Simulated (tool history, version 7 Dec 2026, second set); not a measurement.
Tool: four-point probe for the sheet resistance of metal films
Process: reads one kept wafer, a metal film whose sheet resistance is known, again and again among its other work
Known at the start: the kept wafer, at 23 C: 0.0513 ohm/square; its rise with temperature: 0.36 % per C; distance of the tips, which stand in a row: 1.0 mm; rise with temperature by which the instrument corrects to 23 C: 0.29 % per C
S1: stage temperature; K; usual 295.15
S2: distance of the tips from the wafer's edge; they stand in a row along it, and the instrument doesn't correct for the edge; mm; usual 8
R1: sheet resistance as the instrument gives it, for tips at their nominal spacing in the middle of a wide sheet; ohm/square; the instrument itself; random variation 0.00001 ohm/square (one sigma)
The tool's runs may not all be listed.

| run | hour | S1 | S2 | R1 |
|---|---|---|---|---|
| 1 | 0.0 | 295.15 | 8 | 0.051299 |
| 2 | 12.0 | 295.15 | 7 | 0.051421 |
| 3 | 32.6 | 295.15 | 7 | 0.051410 |
| 4 | 42.9 | 295.15 | 7 | 0.051398 |
| 5 | 57.2 | 295.15 | 22 | 0.050891 |
| 6 | 78.9 | 300.15 | 8 | 0.051462 |
| 7 | 92.3 | 299.15 | 5 | 0.052056 |
| 8 | 116.0 | 299.15 | 5 | 0.052069 |
|  | 117.7 | stage's thermometer calibrated |
| 9 | 133.6 | 300.15 | 33 | 0.050976 |
| 10 | 146.5 | 300.15 | 33 | 0.050986 |
| 11 | 163.6 | 301.15 | 23 | 0.051056 |

4 ways to go on from here, each from the tool as it stands after run 11. What would each give?
| A | 184.6 | 304.15 | 6 | ? |
| B | 184.6 | 301.15 | 28 | ? |
| C | 184.6 | 296.15 | 8 | ? |
| D | 184.6 | 298.15 | 39 | ? |

| run | R1 |
|---|---|
| A | 0.051883 |
| B | 0.051044 |
| C | 0.051259 |
| D | 0.050907 |
Without the tool's hidden state the same runs would have given:
| run | R1 |
|---|---|
| A | 0.052366 |
| B | 0.051521 |
| C | 0.051740 |
| D | 0.051384 |
